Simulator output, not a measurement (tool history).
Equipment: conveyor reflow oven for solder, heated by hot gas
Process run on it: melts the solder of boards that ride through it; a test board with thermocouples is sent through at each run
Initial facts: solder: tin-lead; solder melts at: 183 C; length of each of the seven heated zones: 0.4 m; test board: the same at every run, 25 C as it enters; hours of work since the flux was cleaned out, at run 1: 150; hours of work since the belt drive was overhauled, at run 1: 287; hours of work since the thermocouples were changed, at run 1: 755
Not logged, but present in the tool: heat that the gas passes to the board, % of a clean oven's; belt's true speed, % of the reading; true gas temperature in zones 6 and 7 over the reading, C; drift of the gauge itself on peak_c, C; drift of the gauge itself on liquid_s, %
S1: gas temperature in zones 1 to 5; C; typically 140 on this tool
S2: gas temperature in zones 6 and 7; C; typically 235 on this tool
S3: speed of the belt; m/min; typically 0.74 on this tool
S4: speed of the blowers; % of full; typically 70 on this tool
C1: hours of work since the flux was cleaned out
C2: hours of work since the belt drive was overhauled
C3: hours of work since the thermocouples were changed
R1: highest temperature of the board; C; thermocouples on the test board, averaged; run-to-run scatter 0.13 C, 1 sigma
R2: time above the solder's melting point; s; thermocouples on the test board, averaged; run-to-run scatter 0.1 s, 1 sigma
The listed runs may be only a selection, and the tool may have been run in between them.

run,hour,S1,S2,S3,S4,C1,C2,C3,R1,R2
1,0,140,235,0.74,70,150,287,755,209.3,41.6
# hour 23.2: flux residue cleaned out of gas plates and filters
2,23.2,140,235,0.615,70,0,299,767,216.7,58.6
3,36.6,140,235,0.615,70,9,308,776,216.7,58.5
4,60.4,140,235,0.615,70,24,324,791,216.5,58.5
5,74.9,140,235,0.74,70,34,333,801,209.9,42.6
6,91.7,140,235,0.74,70,45,344,812,210.2,42.5
7,110.6,140,235,0.74,70,57,357,824,209.7,42.5
8,129.4,140,235,0.74,70,70,369,836,209.9,42.4
9,151.5,140,235,0.74,68,84,383,851,208.8,41.5
10,169.7,137,235,0.74,70,96,395,863,208.7,40.6
11,186.4,140,235,0.74,70,107,406,874,209.5,42.2
12,204.9,140,235,0.74,70,119,418,886,209.3,41.8
13,216.7,140,235,0.74,70,127,426,894,209.1,41.8
14,236.7,140,235,0.74,54,140,439,907,203.9,35.3
15,255.5,140,235,0.74,54,152,451,919,203.7,35.3
# hour 275.1: flux residue cleaned out of gas plates and filters
16,283.6,140,235,0.74,67,6,467,934,209.2,41.5
17,295.6,140,226,0.623,67,13,474,942,207.6,49.8
18,311.5,140,226,0.623,67,24,485,952,207.2,49.4
19,327.1,135,231,0.74,70,34,495,963,205.5,36.8
20,352.9,125,228,0.605,55,51,512,980,203.1,40.1
21,373.1,140,229,0.718,78,64,525,993,207.9,42.4
22,388.2,140,225,0.74,70,74,535,1003,201.8,34.4
23,413.6,140,235,0.74,62,91,552,1019,206.7,39.1
24,437.8,151,235,0.765,72,107,568,1035,211.1,45.8
25,456.8,131,240,0.889,80,119,580,1048,205.7,29.1
26,477.5,131,240,0.889,80,133,594,1061,205.5,29
27,495.3,141,235,0.776,70,144,605,1073,207.1,38.1
28,511.2,148,228,0.859,50,155,616,1083,192.9,18.2
# hour 528: flux residue cleaned out of gas plates and filters
29,538.8,148,226,0.749,53,7,631,1098,199.3,32.3
30,550.2,148,226,0.749,53,15,638,1106,199,31.9
31,575.1,148,226,0.749,53,31,654,1122,198.9,31.8
# hour 594.3: thermocouples of zones 6 and 7 changed
32,594.3,148,243,0.733,54,42,666,0,214.7,48.7

For some of the steps in R1 from one run to the next: how much would appear even if the tool had no hidden state, given the settings, what came in and random variation, and how much remains for the hidden state plus any gauge scatter that the measured result and the result without hidden state don't share?
Run 1 -> 2: S3 0.74 -> 0.615, flux residue cleaned out of gas plates and filters. R1 +7.4 C: hidden state +1.1, all else +6.3.
Run 27 -> 28: S1 141 -> 148, S2 235 -> 228, S3 0.776 -> 0.859, S4 70 -> 50. R1 -14.2 C: hidden state +0.3, all else -14.5.
Run 28 -> 29: S2 228 -> 226, S3 0.859 -> 0.749, S4 50 -> 53, flux residue cleaned out of gas plates and filters. R1 +6.4 C: hidden state +0.7, all else +5.7.
Run 31 -> 32: S2 226 -> 243, S3 0.749 -> 0.733, S4 53 -> 54, thermocouples of zones 6 and 7 changed. R1 +15.8 C: hidden state +2, all else +13.8.
